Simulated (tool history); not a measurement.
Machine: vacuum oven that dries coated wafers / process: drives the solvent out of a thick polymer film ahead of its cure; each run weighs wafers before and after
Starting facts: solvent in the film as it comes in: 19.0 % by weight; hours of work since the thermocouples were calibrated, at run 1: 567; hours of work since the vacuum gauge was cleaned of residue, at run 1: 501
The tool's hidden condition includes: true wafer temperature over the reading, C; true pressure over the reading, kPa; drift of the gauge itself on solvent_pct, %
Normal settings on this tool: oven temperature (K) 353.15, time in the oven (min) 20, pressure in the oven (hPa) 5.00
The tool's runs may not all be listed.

| run | hour | oven temperature (K) | time in the oven (min) | pressure in the oven (hPa) | hours of work since the thermocouples were calibrated | hours of work since the vacuum gauge was cleaned of residue | solvent left in the film (%) |
|---|---|---|---|---|---|---|---|
| 1 | 0.0 | 353.15 | 20 | 5.00 | 567 | 501 | 4.13 |
| 2 | 43.8 | 353.15 | 20 | 5.00 | 587 | 521 | 4.10 |
| 3 | 128.6 | 353.15 | 27 | 5.00 | 625 | 559 | 2.63 |
| 4 | 206.5 | 353.15 | 20 | 5.00 | 660 | 594 | 4.05 |
| 5 | 253.6 | 353.15 | 20 | 5.00 | 681 | 616 | 4.07 |
| 6 | 327.8 | 353.15 | 20 | 5.00 | 715 | 649 | 4.08 |
| 7 | 376.6 | 353.15 | 20 | 5.00 | 736 | 671 | 4.08 |
| 8 | 436.6 | 353.15 | 20 | 5.00 | 763 | 698 | 4.04 |
| 9 | 509.9 | 353.15 | 20 | 5.00 | 797 | 731 | 4.05 |
| 10 | 577.1 | 353.15 | 20 | 5.00 | 827 | 761 | 4.04 |
| 11 | 638.8 | 353.15 | 27 | 5.00 | 855 | 789 | 2.58 |
|  | 669.5 | oven's thermocouples calibrated |
| 12 | 696.8 | 366.15 | 20 | 5.00 | 12 | 814 | 1.79 |
| 13 | 757.0 | 366.15 | 20 | 5.00 | 39 | 841 | 1.79 |
| 14 | 820.1 | 366.15 | 20 | 5.00 | 68 | 870 | 1.77 |
| 15 | 910.7 | 366.15 | 20 | 5.00 | 109 | 911 | 1.78 |
| 16 | 978.7 | 366.15 | 20 | 5.00 | 139 | 941 | 1.77 |
| 17 | 1039.1 | 361.15 | 20 | 5.00 | 166 | 969 | 2.63 |
| 18 | 1088.5 | 353.15 | 20 | 4.02 | 189 | 991 | 4.27 |
| 19 | 1180.7 | 353.15 | 20 | 5.00 | 230 | 1032 | 4.32 |
| 20 | 1261.0 | 353.15 | 20 | 5.00 | 266 | 1068 | 4.29 |
| 21 | 1324.0 | 353.15 | 20 | 5.00 | 295 | 1097 | 4.28 |
| 22 | 1405.6 | 353.15 | 20 | 5.00 | 332 | 1134 | 4.27 |
| 23 | 1444.5 | 353.15 | 20 | 5.00 | 349 | 1151 | 4.30 |
| 24 | 1520.4 | 353.15 | 20 | 5.00 | 383 | 1185 | 4.22 |
| 25 | 1570.6 | 349.15 | 20 | 5.00 | 406 | 1208 | 5.23 |
| 26 | 1648.6 | 359.15 | 10 | 5.87 | 441 | 1243 | 6.63 |

Forecast run 27:
| 27 | 1720.4 | 359.15 | 10 | 5.87 | 473 | 1275 | ? |

Run 27 yielded solvent left in the film (%) 6.61.
With the hidden condition absent and the run-to-run variation left alone, this run would have shown solvent left in the film (%) 6.74.

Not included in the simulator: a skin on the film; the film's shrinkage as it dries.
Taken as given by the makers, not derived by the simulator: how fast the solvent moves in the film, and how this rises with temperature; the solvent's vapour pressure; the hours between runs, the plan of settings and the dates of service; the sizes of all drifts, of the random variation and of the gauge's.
